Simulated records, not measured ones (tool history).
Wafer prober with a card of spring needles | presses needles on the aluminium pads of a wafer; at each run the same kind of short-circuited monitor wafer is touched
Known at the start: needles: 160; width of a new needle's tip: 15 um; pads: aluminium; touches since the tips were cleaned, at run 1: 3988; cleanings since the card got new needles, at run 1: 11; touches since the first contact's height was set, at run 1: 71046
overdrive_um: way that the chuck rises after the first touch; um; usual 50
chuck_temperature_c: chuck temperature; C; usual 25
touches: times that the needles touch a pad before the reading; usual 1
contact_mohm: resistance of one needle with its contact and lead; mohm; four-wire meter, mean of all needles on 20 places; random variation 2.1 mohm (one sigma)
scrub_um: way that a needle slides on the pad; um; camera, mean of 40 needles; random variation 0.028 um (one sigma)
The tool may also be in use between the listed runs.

| run | hour | overdrive_um | chuck_temperature_c | touches | touches since the tips were cleaned | cleanings since the card got new needles | touches since the first contact's height was set | contact_mohm | scrub_um |
|---|---|---|---|---|---|---|---|---|---|
| 1 | 0.0 | 50 | 25 | 1 | 3988 | 11 | 71046 | 240 | 6.49 |
|  | 3.5 | tips cleaned on abrasive film |
| 2 | 13.8 | 50 | 25 | 1 | 3302 | 12 | 75451 | 235 | 6.57 |
|  | 19.9 | tips cleaned on abrasive film |
| 3 | 28.0 | 50 | 25 | 1 | 2611 | 13 | 80000 | 234 | 6.52 |
|  | 36.7 | tips cleaned on abrasive film |
| 4 | 39.6 | 50 | 25 | 1 | 937 | 14 | 83699 | 237 | 6.54 |
| 5 | 50.2 | 50 | 25 | 1 | 4343 | 14 | 87105 | 240 | 6.51 |
|  | 52.7 | tips cleaned on abrasive film |
| 6 | 60.2 | 50 | 25 | 1 | 2425 | 15 | 90275 | 238 | 6.51 |
|  | 68.3 | tips cleaned on abrasive film |
| 7 | 76.2 | 50 | 25 | 1 | 2520 | 16 | 95383 | 235 | 6.53 |
|  | 85.0 | tips cleaned on abrasive film |
| 8 | 89.0 | 50 | 25 | 1 | 1264 | 17 | 99460 | 236 | 6.50 |
|  | 101.6 | tips cleaned on abrasive film |
| 9 | 102.1 | 50 | 25 | 1 | 161 | 18 | 103671 | 232 | 6.48 |
|  | 117.8 | tips cleaned on abrasive film |
| 10 | 118.1 | 50 | 25 | 3 | 90 | 19 | 108772 | 236 | 6.54 |
| 11 | 132.1 | 53 | 25 | 1 | 4586 | 19 | 113268 | 238 | 6.85 |
|  | 134.3 | tips cleaned on abrasive film |
| 12 | 145.3 | 53 | 25 | 1 | 3518 | 20 | 117482 | 234 | 6.86 |
|  | 150.9 | tips cleaned on abrasive film |
| 13 | 155.4 | 53 | 25 | 1 | 1466 | 21 | 120713 | 235 | 6.87 |
| 14 | 165.7 | 53 | 32 | 1 | 4759 | 21 | 124006 | 234 | 6.85 |
|  | 166.8 | tips cleaned on abrasive film |
| 15 | 179.9 | 53 | 32 | 3 | 4209 | 22 | 128558 | 235 | 6.85 |
|  | 183.3 | tips cleaned on abrasive film |
| 16 | 194.1 | 48 | 25 | 1 | 3482 | 23 | 133095 | 238 | 6.17 |
|  | 200.2 | tips cleaned on abrasive film |
| 17 | 209.8 | 48 | 25 | 1 | 3082 | 24 | 138092 | 240 | 6.18 |
|  | 216.7 | tips cleaned on abrasive film |
| 18 | 216.7 | 53 | 63 | 2 | 5 | 25 | 140293 | 249 | 6.83 |
| 19 | 226.7 | 53 | 63 | 2 | 3204 | 25 | 143492 | 245 | 6.82 |
|  | 233.7 | tips cleaned on abrasive film |
| 20 | 237.5 | 47 | 37 | 2 | 1231 | 26 | 146943 | 243 | 6.10 |
| 21 | 246.4 | 47 | 30 | 2 | 4105 | 26 | 149817 | 239 | 6.03 |
|  | 250.2 | tips cleaned on abrasive film |
| 22 | 258.4 | 51 | 25 | 1 | 2624 | 27 | 153623 | 238 | 6.56 |
|  | 267.1 | tips cleaned on abrasive film |
| 23 | 269.8 | 32 | 25 | 1 | 878 | 28 | 157275 | 249 | 4.09 |
| 24 | 279.3 | 54 | 25 | 2 | 3911 | 28 | 160308 | 233 | 6.94 |
|  | 283.6 | tips cleaned on abrasive film |
| 25 | 287.8 | 54 | 25 | 2 | 1368 | 29 | 163039 | 237 | 6.92 |
| 26 | 297.9 | 53 | 93 | 2 | 4610 | 29 | 166281 | 257 | 6.79 |
|  | 299.7 | tips cleaned on abrasive film |
| 27 | 307.2 | 50 | 76 | 1 | 2427 | 30 | 169241 | 250 | 6.35 |
|  | 316.2 | tips cleaned on abrasive film |
| 28 | 322.5 | 53 | 29 | 1 | 2045 | 31 | 174128 | 237 | 6.77 |
|  | 333.0 | tips cleaned on abrasive film |
| 29 | 333.4 | 53 | 29 | 1 | 114 | 32 | 177591 | 235 | 6.73 |
| 30 | 341.0 | 50 | 49 | 1 | 2564 | 32 | 180041 | 241 | 6.35 |
|  | 349.5 | tips cleaned on abrasive film |
|  | 350.8 | gauge calibrated |
| 31 | 355.9 | 32 | 79 | 1 | 2068 | 33 | 184809 | 266 | 4.21 |
|  | 365.8 | tips cleaned on abrasive film |
| 32 | 366.8 | 51 | 42 | 2 | 342 | 34 | 188283 | 244 | 6.67 |
|  | 376.1 | height of the first contact set anew |
| 33 | 378.3 | 46 | 100 | 1 | 3939 | 34 | 703 | 261 | 6.03 |

Forecast each of these 4 alternatives for the next run:
|  | 382.3 | tips cleaned on abrasive film |
| A | 385.8 | 45 | 30 | 1 | 1131 | 35 | 3070 | ? | ? |
|  | 382.3 | tips cleaned on abrasive film |
| B | 385.8 | 36 | 123 | 1 | 1131 | 35 | 3070 | ? | ? |
|  | 382.3 | tips cleaned on abrasive film |
| C | 385.8 | 32 | 116 | 2 | 1131 | 35 | 3070 | ? | ? |
|  | 382.3 | tips cleaned on abrasive film |
| D | 385.8 | 46 | 99 | 2 | 1131 | 35 | 3070 | ? | ? |

| run | contact_mohm | scrub_um |
|---|---|---|
| A | 243 | 5.89 |
| B | 275 | 4.72 |
| C | 276 | 4.18 |
| D | 262 | 6.02 |
Without the tool's hidden state the same runs would have given:
| run | contact_mohm | scrub_um |
|---|---|---|
| A | 243 | 5.91 |
| B | 275 | 4.73 |
| C | 276 | 4.20 |
| D | 261 | 6.04 |
